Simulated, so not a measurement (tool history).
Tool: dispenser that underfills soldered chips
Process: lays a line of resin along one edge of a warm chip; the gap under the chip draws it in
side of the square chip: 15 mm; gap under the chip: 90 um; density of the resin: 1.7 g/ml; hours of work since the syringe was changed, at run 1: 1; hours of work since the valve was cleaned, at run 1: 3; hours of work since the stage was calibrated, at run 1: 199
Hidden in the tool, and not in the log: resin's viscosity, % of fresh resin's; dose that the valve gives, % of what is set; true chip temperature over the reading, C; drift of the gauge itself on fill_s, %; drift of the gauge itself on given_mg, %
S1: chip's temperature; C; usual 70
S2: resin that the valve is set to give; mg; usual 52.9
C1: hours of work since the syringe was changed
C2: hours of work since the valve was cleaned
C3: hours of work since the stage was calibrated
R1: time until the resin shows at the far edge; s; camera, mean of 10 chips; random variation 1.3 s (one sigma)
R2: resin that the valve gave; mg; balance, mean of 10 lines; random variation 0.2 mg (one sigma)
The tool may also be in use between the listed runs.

run 1 hour=0 | S1=70 S2=52.9 | C1=1 C2=3 C3=199 | R1=140.6 R2=52.87
run 2 hour=10.7 | S1=70 S2=52.9 | C1=7 C2=10 C3=205 | R1=246.1 R2=52.36
-- hour=15.5 new syringe of resin
run 3 hour=18.2 | S1=85 S2=52.9 | C1=2 C2=14 C3=210 | R1=85.6 R2=52.55
run 4 hour=28.1 | S1=70 S2=52.9 | C1=8 C2=20 C3=216 | R1=245.5 R2=52.54
-- hour=32.8 new syringe of resin
run 5 hour=40.2 | S1=70 S2=52.9 | C1=4 C2=27 C3=223 | R1=188.5 R2=52.08
run 6 hour=46.1 | S1=70 S2=52.9 | C1=8 C2=31 C3=226 | R1=253.8 R2=52.08
-- hour=49.9 new syringe of resin
run 7 hour=51.5 | S1=70 S2=47.5 | C1=1 C2=34 C3=229 | R1=142.6 R2=46.25
run 8 hour=57.7 | S1=70 S2=47.5 | C1=5 C2=38 C3=233 | R1=198.1 R2=46.58
-- hour=66.5 new syringe of resin
run 9 hour=69.4 | S1=70 S2=47.5 | C1=2 C2=44 C3=240 | R1=153.8 R2=46.19
run 10 hour=80.4 | S1=70 S2=65.7 | C1=8 C2=51 C3=247 | R1=257.1 R2=63.67
-- hour=83.8 new syringe of resin
run 11 hour=90.6 | S1=70 S2=65.7 | C1=4 C2=57 C3=253 | R1=182.8 R2=63.41
run 12 hour=98.4 | S1=70 S2=52.9 | C1=9 C2=62 C3=257 | R1=278.6 R2=51.05
-- hour=100.6 new syringe of resin
run 13 hour=106.8 | S1=70 S2=51.2 | C1=4 C2=67 C3=262 | R1=184.4 R2=49.23
run 14 hour=112.4 | S1=70 S2=51.2 | C1=7 C2=70 C3=265 | R1=242.6 R2=48.93
-- hour=117.4 new syringe of resin
run 15 hour=121.6 | S1=70 S2=51.2 | C1=3 C2=75 C3=271 | R1=161.2 R2=48.82
run 16 hour=129.6 | S1=70 S2=51.2 | C1=7 C2=80 C3=276 | R1=243.2 R2=49.09
-- hour=133.1 dispensing valve cleaned and set on the balance
-- hour=135.2 new syringe of resin
run 17 hour=139.5 | S1=70 S2=51.2 | C1=3 C2=4 C3=281 | R1=163.5 R2=51.33

The next listed run, before its measurement:
run 18 hour=149.9 | S1=71 S2=48.2 | C1=9 C2=10 C3=287 | R1=? R2=?

R1: 275.1 s
R2: 47.78 mg
Without the tool's hidden state the same run would have given R1 124.4 s, R2 47.99 mg.
